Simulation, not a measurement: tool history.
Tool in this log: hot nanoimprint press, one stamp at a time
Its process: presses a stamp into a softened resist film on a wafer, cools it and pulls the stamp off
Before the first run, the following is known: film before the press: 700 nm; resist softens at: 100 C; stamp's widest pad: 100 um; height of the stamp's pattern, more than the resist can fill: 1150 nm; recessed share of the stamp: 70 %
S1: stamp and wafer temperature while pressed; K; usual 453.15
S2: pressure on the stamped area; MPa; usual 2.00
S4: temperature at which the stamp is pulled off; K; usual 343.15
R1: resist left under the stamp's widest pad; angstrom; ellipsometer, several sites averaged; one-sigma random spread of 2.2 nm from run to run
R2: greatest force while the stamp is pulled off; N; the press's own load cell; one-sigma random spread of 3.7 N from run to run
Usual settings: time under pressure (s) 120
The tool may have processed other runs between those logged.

run 1 hour=0.0 | S1=453.15 S2=2.00 time_under_pressure_(s)=120 S4=343.15 | R1=3726 R2=196
run 2 hour=7.5 | S1=453.15 S2=2.00 time_under_pressure_(s)=120 S4=343.15 | R1=3819 R2=199
run 3 hour=14.9 | S1=453.15 S2=2.00 time_under_pressure_(s)=154 S4=343.15 | R1=3448 R2=202
run 4 hour=23.3 | S1=453.15 S2=2.00 time_under_pressure_(s)=120 S4=343.15 | R1=3808 R2=207
run 5 hour=32.8 | S1=453.15 S2=2.00 time_under_pressure_(s)=120 S4=343.15 | R1=3771 R2=207
run 6 hour=38.9 | S1=453.15 S2=2.00 time_under_pressure_(s)=120 S4=343.15 | R1=3764 R2=201
run 7 hour=44.7 | S1=453.15 S2=2.00 time_under_pressure_(s)=120 S4=343.15 | R1=3740 R2=206
run 8 hour=54.3 | S1=453.15 S2=2.00 time_under_pressure_(s)=120 S4=343.15 | R1=3739 R2=213
run 9 hour=63.9 | S1=453.15 S2=2.00 time_under_pressure_(s)=120 S4=343.15 | R1=3790 R2=203
run 10 hour=72.1 | S1=453.15 S2=2.00 time_under_pressure_(s)=120 S4=343.15 | R1=3802 R2=217
run 11 hour=78.1 | S1=458.15 S2=2.00 time_under_pressure_(s)=120 S4=343.15 | R1=3274 R2=211
-- hour=85.4 plate thermocouple calibrated
run 12 hour=91.4 | S1=453.15 S2=2.00 time_under_pressure_(s)=120 S4=343.15 | R1=3643 R2=213
run 13 hour=99.9 | S1=453.15 S2=2.00 time_under_pressure_(s)=120 S4=343.15 | R1=3656 R2=219
run 14 hour=107.8 | S1=453.15 S2=2.00 time_under_pressure_(s)=120 S4=343.15 | R1=3690 R2=207
run 15 hour=112.4 | S1=453.15 S2=2.00 time_under_pressure_(s)=120 S4=343.15 | R1=3657 R2=218
run 16 hour=117.2 | S1=453.15 S2=3.15 time_under_pressure_(s)=67 S4=332.15 | R1=3649 R2=234
run 17 hour=127.0 | S1=453.15 S2=3.15 time_under_pressure_(s)=67 S4=332.15 | R1=3627 R2=239
run 18 hour=137.4 | S1=452.15 S2=1.35 time_under_pressure_(s)=68 S4=347.15 | R1=5124 R2=214
-- hour=152.1 stamp cleaned and given a new release coat
run 19 hour=152.1 | S1=460.15 S2=2.00 time_under_pressure_(s)=120 S4=348.15 | R1=3023 R2=194
run 20 hour=156.5 | S1=460.15 S2=2.00 time_under_pressure_(s)=120 S4=348.15 | R1=3047 R2=189
run 21 hour=163.5 | S1=445.15 S2=2.00 time_under_pressure_(s)=83 S4=344.15 | R1=5050 R2=198
run 22 hour=174.3 | S1=463.15 S2=2.00 time_under_pressure_(s)=83 S4=342.15 | R1=3198 R2=198
run 23 hour=184.5 | S1=463.15 S2=2.00 time_under_pressure_(s)=83 S4=342.15 | R1=3175 R2=198

The next listed run, before its measurement:
run 24 hour=193.7 | S1=463.15 S2=2.00 time_under_pressure_(s)=83 S4=342.15 | R1=? R2=?

{"run 24": {"R1": 3179, "R2": 201}}
If the tool had no hidden condition, the same run with the same run-to-run variation would have returned R1 3139 angstrom, R2 194 N.
